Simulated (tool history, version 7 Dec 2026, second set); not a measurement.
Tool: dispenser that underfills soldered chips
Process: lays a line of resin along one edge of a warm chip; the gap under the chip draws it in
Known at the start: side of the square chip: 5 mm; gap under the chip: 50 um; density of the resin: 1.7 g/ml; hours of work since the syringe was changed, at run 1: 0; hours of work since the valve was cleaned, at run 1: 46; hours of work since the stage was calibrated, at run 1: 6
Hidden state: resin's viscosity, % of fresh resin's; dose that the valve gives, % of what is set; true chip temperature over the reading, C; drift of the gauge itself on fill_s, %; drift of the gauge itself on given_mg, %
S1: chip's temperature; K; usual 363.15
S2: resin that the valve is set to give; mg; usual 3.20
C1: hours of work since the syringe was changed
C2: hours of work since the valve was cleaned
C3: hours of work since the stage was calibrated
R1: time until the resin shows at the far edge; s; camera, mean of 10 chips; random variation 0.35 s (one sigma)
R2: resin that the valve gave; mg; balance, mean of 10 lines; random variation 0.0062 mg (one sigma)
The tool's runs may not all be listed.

Run 1, hour 0.0: usual settings; C1 0; C2 46; C3 6. Result: R1 17.6 s, R2 3.128 mg.
Run 2, hour 4.2: usual settings; C1 3; C2 49; C3 9. Result: R1 19.2 s, R2 3.101 mg.
Run 3, hour 6.9: usual settings; C1 4; C2 51; C3 11. Result: R1 21.1 s, R2 3.103 mg.
Run 4, hour 10.2: usual settings but S2 3.24 mg; C1 6; C2 53; C3 13. Result: R1 23.5 s, R2 3.142 mg.
Run 5, hour 14.4: usual settings but S2 3.24 mg; C1 9; C2 55; C3 15. Result: R1 27.3 s, R2 3.163 mg.
At hour 17.8: new syringe of resin.
Run 6, hour 17.9: usual settings but S1 350.15 K; C1 0; C2 57; C3 17. Result: R1 30.9 s, R2 3.095 mg.

Run 7 comes next. What will it give?
Run 7, hour 20.3: usual settings but S1 377.15 K, S2 2.77 mg; C1 2; C2 59; C3 19. Result: R1 ?, R2 ?.

R1: 11.2 s
R2: 2.681 mg
Without the tool's hidden state the same run would have given R1 10.3 s, R2 2.763 mg.
